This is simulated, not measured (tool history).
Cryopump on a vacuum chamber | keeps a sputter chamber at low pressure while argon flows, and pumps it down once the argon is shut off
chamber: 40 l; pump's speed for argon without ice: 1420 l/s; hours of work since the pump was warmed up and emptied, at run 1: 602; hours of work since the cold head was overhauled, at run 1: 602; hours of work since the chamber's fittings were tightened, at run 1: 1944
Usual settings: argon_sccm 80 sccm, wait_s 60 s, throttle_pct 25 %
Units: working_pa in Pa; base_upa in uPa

run,hour,argon_sccm,wait_s,throttle_pct,hours of work since the pump was warmed up and emptied,hours of work since the cold head was overhauled,hours of work since the chamber's fittings were tightened,working_pa,base_upa
1,0,80,60,25,602,602,1944,0.4074,3.49
2,29.4,80,60,25,618,618,1960,0.4079,3.52
3,47,80,60,25,627,627,1969,0.4047,3.47
4,74.7,80,60,25,642,642,1984,0.4092,3.47
5,101.4,80,125,25,656,656,1998,0.4102,2.58
6,128.3,80,125,25,671,671,2013,0.4089,2.55
7,149.9,80,125,25,682,682,2025,0.4125,2.64
8,173,80,125,25,695,695,2037,0.4111,2.61
9,190.2,80,88,25,704,704,2046,0.4113,3.05
10,223.7,55,60,25,722,722,2064,0.284,3.62
11,258.3,55,60,25,741,741,2083,0.2842,3.5
12,285.3,55,60,25,755,755,2097,0.2827,3.74
13,315.4,80,60,30,771,771,2114,0.3525,3.71
14,335.7,44,46,33,782,782,2125,0.1777,4.14
15,373,125,60,20,802,802,2145,0.8017,3.7
16,403.4,67,51,41,819,819,2161,0.2277,4
17,425,67,51,41,830,830,2173,0.2278,4
18,454.5,43,26,27,846,846,2189,0.2123,6.04
19,482.9,83,84,55,862,862,2204,0.2209,3.39
20,511.6,83,84,55,877,877,2219,0.2232,3.36
21,528.9,97,60,25,886,886,2229,0.511,3.89
22,563.6,97,233,25,905,905,2247,0.5147,2.65
23,583.8,80,201,25,916,916,2258,0.4278,2.73
24,605.4,143,216,25,927,927,2270,0.7616,2.74
25,624.4,71,120,29,938,938,2280,0.3314,3.12
26,658.4,71,120,29,956,956,2298,0.3341,3.14

4 ways to go on from here, each from the tool as it stands after run 26. What would each give?
# hour 683: pump warmed up, emptied and cooled again
A,683.4,59,101,18,0,967,2309,?,?
# hour 683: pump warmed up, emptied and cooled again
B,683.4,138,37,27,0,967,2309,?,?
# hour 683: pump warmed up, emptied and cooled again
C,683.4,155,28,26,0,967,2309,?,?
# hour 683: pump warmed up, emptied and cooled again
D,683.4,80,238,25,0,967,2309,?,?

run,working_pa,base_upa
A,0.3918,2.54
B,0.6094,4.49
C,0.7122,5.12
D,0.3799,2.05
Without the tool's hidden state the same runs would have given:
run,working_pa,base_upa
A,0.391,1.2
B,0.6074,3.12
C,0.71,3.81
D,0.3788,0.67
